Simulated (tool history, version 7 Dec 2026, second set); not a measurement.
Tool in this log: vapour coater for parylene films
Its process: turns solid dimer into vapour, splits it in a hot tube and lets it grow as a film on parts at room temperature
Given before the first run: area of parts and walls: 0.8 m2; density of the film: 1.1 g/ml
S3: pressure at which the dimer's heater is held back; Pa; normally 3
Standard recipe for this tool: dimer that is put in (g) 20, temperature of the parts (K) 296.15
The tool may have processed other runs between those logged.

run 1 hour=0 | dimer_that_is_put_in_(g)=20 temperature_of_the_parts_(K)=296.15 S3=3 | thickness_of_the_film_(µm)=16.94
run 2 hour=20.2 | dimer_that_is_put_in_(g)=20 temperature_of_the_parts_(K)=296.15 S3=7.4 | thickness_of_the_film_(µm)=15.15
run 3 hour=42.6 | dimer_that_is_put_in_(g)=12 temperature_of_the_parts_(K)=296.15 S3=7.4 | thickness_of_the_film_(µm)=9.05
run 4 hour=55.3 | dimer_that_is_put_in_(g)=12 temperature_of_the_parts_(K)=296.15 S3=7.4 | thickness_of_the_film_(µm)=9.05
run 5 hour=73.3 | dimer_that_is_put_in_(g)=20 temperature_of_the_parts_(K)=296.15 S3=3 | thickness_of_the_film_(µm)=17.06
run 6 hour=90.4 | dimer_that_is_put_in_(g)=20 temperature_of_the_parts_(K)=296.15 S3=3 | thickness_of_the_film_(µm)=17.02
run 7 hour=119.6 | dimer_that_is_put_in_(g)=20 temperature_of_the_parts_(K)=296.15 S3=3 | thickness_of_the_film_(µm)=17.09
-- hour=128.9 trap's valve overhauled
run 8 hour=137.3 | dimer_that_is_put_in_(g)=20 temperature_of_the_parts_(K)=296.15 S3=3 | thickness_of_the_film_(µm)=17.17
run 9 hour=168 | dimer_that_is_put_in_(g)=20 temperature_of_the_parts_(K)=296.15 S3=3 | thickness_of_the_film_(µm)=17.18
run 10 hour=198 | dimer_that_is_put_in_(g)=20 temperature_of_the_parts_(K)=296.15 S3=8.4 | thickness_of_the_film_(µm)=14.95
run 11 hour=214.7 | dimer_that_is_put_in_(g)=20 temperature_of_the_parts_(K)=296.15 S3=8.4 | thickness_of_the_film_(µm)=14.91
run 12 hour=237.4 | dimer_that_is_put_in_(g)=32 temperature_of_the_parts_(K)=296.15 S3=8.4 | thickness_of_the_film_(µm)=24.07
run 13 hour=253.9 | dimer_that_is_put_in_(g)=32 temperature_of_the_parts_(K)=296.15 S3=8.4 | thickness_of_the_film_(µm)=24.02
run 14 hour=269.1 | dimer_that_is_put_in_(g)=9 temperature_of_the_parts_(K)=296.15 S3=3 | thickness_of_the_film_(µm)=7.81
run 15 hour=293.4 | dimer_that_is_put_in_(g)=9 temperature_of_the_parts_(K)=296.15 S3=3 | thickness_of_the_film_(µm)=7.8
run 16 hour=313.8 | dimer_that_is_put_in_(g)=9 temperature_of_the_parts_(K)=296.15 S3=3 | thickness_of_the_film_(µm)=7.73
run 17 hour=334.7 | dimer_that_is_put_in_(g)=9 temperature_of_the_parts_(K)=296.15 S3=3 | thickness_of_the_film_(µm)=7.78
run 18 hour=350.4 | dimer_that_is_put_in_(g)=9 temperature_of_the_parts_(K)=296.15 S3=3 | thickness_of_the_film_(µm)=7.81
run 19 hour=366 | dimer_that_is_put_in_(g)=9 temperature_of_the_parts_(K)=296.15 S3=3 | thickness_of_the_film_(µm)=7.8
run 20 hour=390.9 | dimer_that_is_put_in_(g)=20 temperature_of_the_parts_(K)=296.15 S3=3 | thickness_of_the_film_(µm)=17.33
-- hour=413.6 gauge calibrated
-- hour=420.1 trap's valve overhauled
run 21 hour=421.1 | dimer_that_is_put_in_(g)=20 temperature_of_the_parts_(K)=296.15 S3=3 | thickness_of_the_film_(µm)=17.02
run 22 hour=452.6 | dimer_that_is_put_in_(g)=20 temperature_of_the_parts_(K)=296.15 S3=3 | thickness_of_the_film_(µm)=16.98
run 23 hour=482.1 | dimer_that_is_put_in_(g)=20 temperature_of_the_parts_(K)=296.15 S3=3 | thickness_of_the_film_(µm)=17
run 24 hour=507.8 | dimer_that_is_put_in_(g)=20 temperature_of_the_parts_(K)=296.15 S3=3 | thickness_of_the_film_(µm)=17.05
run 25 hour=528.7 | dimer_that_is_put_in_(g)=20 temperature_of_the_parts_(K)=296.15 S3=3 | thickness_of_the_film_(µm)=17.04
run 26 hour=556.2 | dimer_that_is_put_in_(g)=15 temperature_of_the_parts_(K)=299.15 S3=3.07 | thickness_of_the_film_(µm)=10.99
run 27 hour=578.8 | dimer_that_is_put_in_(g)=8 temperature_of_the_parts_(K)=299.15 S3=3 | thickness_of_the_film_(µm)=5.88
run 28 hour=593.9 | dimer_that_is_put_in_(g)=8 temperature_of_the_parts_(K)=299.15 S3=2.69 | thickness_of_the_film_(µm)=5.97
run 29 hour=623.5 | dimer_that_is_put_in_(g)=31 temperature_of_the_parts_(K)=296.15 S3=3.74 | thickness_of_the_film_(µm)=25.91
run 30 hour=643.3 | dimer_that_is_put_in_(g)=18 temperature_of_the_parts_(K)=305.15 S3=3 | thickness_of_the_film_(µm)=9.85
run 31 hour=672.9 | dimer_that_is_put_in_(g)=18 temperature_of_the_parts_(K)=305.15 S3=3 | thickness_of_the_film_(µm)=9.88
run 32 hour=693.8 | dimer_that_is_put_in_(g)=18 temperature_of_the_parts_(K)=293.15 S3=3.07 | thickness_of_the_film_(µm)=18.04
-- hour=710.3 trap's valve overhauled
run 33 hour=726.5 | dimer_that_is_put_in_(g)=20 temperature_of_the_parts_(K)=296.15 S3=4.69 | thickness_of_the_film_(µm)=16.28
run 34 hour=745.5 | dimer_that_is_put_in_(g)=20 temperature_of_the_parts_(K)=296.15 S3=4.69 | thickness_of_the_film_(µm)=16.26
run 35 hour=759 | dimer_that_is_put_in_(g)=20 temperature_of_the_parts_(K)=296.15 S3=4.69 | thickness_of_the_film_(µm)=16.37
run 36 hour=788.7 | dimer_that_is_put_in_(g)=34 temperature_of_the_parts_(K)=292.15 S3=4.69 | thickness_of_the_film_(µm)=33.88
run 37 hour=806.8 | dimer_that_is_put_in_(g)=30 temperature_of_the_parts_(K)=291.15 S3=5.06 | thickness_of_the_film_(µm)=30.98
run 38 hour=827.4 | dimer_that_is_put_in_(g)=30 temperature_of_the_parts_(K)=288.15 S3=2.14 | thickness_of_the_film_(µm)=34.27
run 39 hour=844.5 | dimer_that_is_put_in_(g)=30 temperature_of_the_parts_(K)=289.15 S3=9.63 | thickness_of_the_film_(µm)=31.47
run 40 hour=873.1 | dimer_that_is_put_in_(g)=20 temperature_of_the_parts_(K)=294.15 S3=6.02 | thickness_of_the_film_(µm)=17.62
run 41 hour=901.8 | dimer_that_is_put_in_(g)=9 temperature_of_the_parts_(K)=294.15 S3=2.31 | thickness_of_the_film_(µm)=8.96
run 42 hour=918.6 | dimer_that_is_put_in_(g)=9 temperature_of_the_parts_(K)=294.15 S3=2.31 | thickness_of_the_film_(µm)=8.98
run 43 hour=944.2 | dimer_that_is_put_in_(g)=15 temperature_of_the_parts_(K)=291.15 S3=3.8 | thickness_of_the_film_(µm)=16.42
run 44 hour=973.9 | dimer_that_is_put_in_(g)=15 temperature_of_the_parts_(K)=291.15 S3=3.8 | thickness_of_the_film_(µm)=16.39
run 45 hour=987.7 | dimer_that_is_put_in_(g)=20 temperature_of_the_parts_(K)=304.15 S3=3 | thickness_of_the_film_(µm)=11.75
-- hour=999.9 trap's valve overhauled
run 46 hour=1005.6 | dimer_that_is_put_in_(g)=29 temperature_of_the_parts_(K)=296.15 S3=5.37 | thickness_of_the_film_(µm)=23.68
run 47 hour=1036.5 | dimer_that_is_put_in_(g)=8 temperature_of_the_parts_(K)=292.15 S3=3 | thickness_of_the_film_(µm)=8.56

Pick out some run-to-run changes in thickness of the film (µm). Of each, how much would a tool without hidden state show as well, from the settings, what came in and chance, and how much is left for the hidden state and any gauge scatter not in both results compared?
Hidden state present: vapour lost through the trap's worn valve, %; true temperature of the parts over the reading, C; drift of the gauge itself on film_um, %.
Run 13 -> 14: dimer that is put in (g) 32 -> 9, S3 8.4 -> 3. thickness of the film (µm) -16.21: hidden state -0.22, all else -15.99.
Run 28 -> 29: dimer that is put in (g) 8 -> 31, temperature of the parts (K) 299.15 -> 296.15, S3 2.69 -> 3.74. thickness of the film (µm) +19.94: hidden state +0.24, all else +19.7.
Run 35 -> 36: dimer that is put in (g) 20 -> 34, temperature of the parts (K) 296.15 -> 292.15. thickness of the film (µm) +17.51: hidden state +0.41, all else +17.1.
Run 45 -> 46: dimer that is put in (g) 20 -> 29, temperature of the parts (K) 304.15 -> 296.15, S3 3 -> 5.37, trap's valve overhauled. thickness of the film (µm) +11.93: hidden state +0.43, all else +11.5.
Run 46 -> 47: dimer that is put in (g) 29 -> 8, temperature of the parts (K) 296.15 -> 292.15, S3 5.37 -> 3. thickness of the film (µm) -15.12: hidden state -0.51, all else -14.61.
